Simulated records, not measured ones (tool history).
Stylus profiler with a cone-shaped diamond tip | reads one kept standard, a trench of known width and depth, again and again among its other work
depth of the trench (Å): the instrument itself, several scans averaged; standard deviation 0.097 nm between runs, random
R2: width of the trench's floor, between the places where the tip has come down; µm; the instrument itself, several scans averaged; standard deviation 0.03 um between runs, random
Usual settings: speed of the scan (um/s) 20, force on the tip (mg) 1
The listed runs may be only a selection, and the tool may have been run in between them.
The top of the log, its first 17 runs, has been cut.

{"run": 18, "day": 14.188, "speed of the scan (um/s)": 11, "force on the tip (mg)": 1, "depth of the trench (Å)": 5031.6, "R2": 46.71}
{"run": 19, "day": 15.196, "speed of the scan (um/s)": 11, "force on the tip (mg)": 0.66, "depth of the trench (Å)": 5026.6, "R2": 46.69}
{"run": 20, "day": 15.942, "speed of the scan (um/s)": 20, "force on the tip (mg)": 0.52, "depth of the trench (Å)": 5024, "R2": 46.54}
{"run": 21, "day": 16.854, "speed of the scan (um/s)": 20, "force on the tip (mg)": 0.52, "depth of the trench (Å)": 5023.4, "R2": 46.54}
{"run": 22, "day": 18.021, "speed of the scan (um/s)": 20, "force on the tip (mg)": 0.52, "depth of the trench (Å)": 5023.1, "R2": 46.53}
{"run": 23, "day": 18.638, "speed of the scan (um/s)": 20, "force on the tip (mg)": 1.56, "depth of the trench (Å)": 5038.9, "R2": 46.61}
{"run": 24, "day": 19.217, "speed of the scan (um/s)": 20, "force on the tip (mg)": 1.56, "depth of the trench (Å)": 5038.3, "R2": 46.56}
{"run": 25, "day": 20.408, "speed of the scan (um/s)": 36, "force on the tip (mg)": 0.64, "depth of the trench (Å)": 5026.4, "R2": 46.32}
{"run": 26, "day": 21.446, "speed of the scan (um/s)": 44, "force on the tip (mg)": 0.77, "depth of the trench (Å)": 5028.4, "R2": 46.35}
{"run": 27, "day": 22.512, "speed of the scan (um/s)": 44, "force on the tip (mg)": 0.77, "depth of the trench (Å)": 5028.6, "R2": 46.26}
{"run": 28, "day": 23.742, "speed of the scan (um/s)": 34, "force on the tip (mg)": 2.05, "depth of the trench (Å)": 5045.7, "R2": 46.51}
{"run": 29, "day": 25.033, "speed of the scan (um/s)": 34, "force on the tip (mg)": 2.05, "depth of the trench (Å)": 5045.9, "R2": 46.42}
{"run": 30, "day": 25.788, "speed of the scan (um/s)": 18, "force on the tip (mg)": 2.02, "depth of the trench (Å)": 5046.9, "R2": 46.5}
{"run": 31, "day": 26.946, "speed of the scan (um/s)": 14, "force on the tip (mg)": 1.03, "depth of the trench (Å)": 5036, "R2": 46.53}
{"run": 32, "day": 27.938, "speed of the scan (um/s)": 31, "force on the tip (mg)": 1, "depth of the trench (Å)": 5033.1, "R2": 46.35}
{"run": 33, "day": 28.846, "speed of the scan (um/s)": 37, "force on the tip (mg)": 1, "depth of the trench (Å)": 5035.5, "R2": 46.24}
{"run": 34, "day": 29.933, "speed of the scan (um/s)": 9, "force on the tip (mg)": 0.97, "depth of the trench (Å)": 5035.8, "R2": 46.51}
{"run": 35, "day": 31.262, "speed of the scan (um/s)": 46, "force on the tip (mg)": 1, "depth of the trench (Å)": 5034.8, "R2": 46.19}
{"run": 36, "day": 32.542, "speed of the scan (um/s)": 5, "force on the tip (mg)": 2.44, "depth of the trench (Å)": 5054, "R2": 46.57}
{"run": 37, "day": 33.633, "speed of the scan (um/s)": 5, "force on the tip (mg)": 2.01, "depth of the trench (Å)": 5048.5, "R2": 46.48}

The next listed run, before its measurement:
{"run": 38, "day": 34.442, "speed of the scan (um/s)": 5, "force on the tip (mg)": 2.01, "depth of the trench (Å)": "?", "R2": "?"}

{"run 38": {"depth of the trench (Å)": 5049.7, "R2": 46.51}}
With the hidden condition absent and the run-to-run variation left alone, this run would have shown depth of the trench (Å) 5033.9, R2 47.34 µm.

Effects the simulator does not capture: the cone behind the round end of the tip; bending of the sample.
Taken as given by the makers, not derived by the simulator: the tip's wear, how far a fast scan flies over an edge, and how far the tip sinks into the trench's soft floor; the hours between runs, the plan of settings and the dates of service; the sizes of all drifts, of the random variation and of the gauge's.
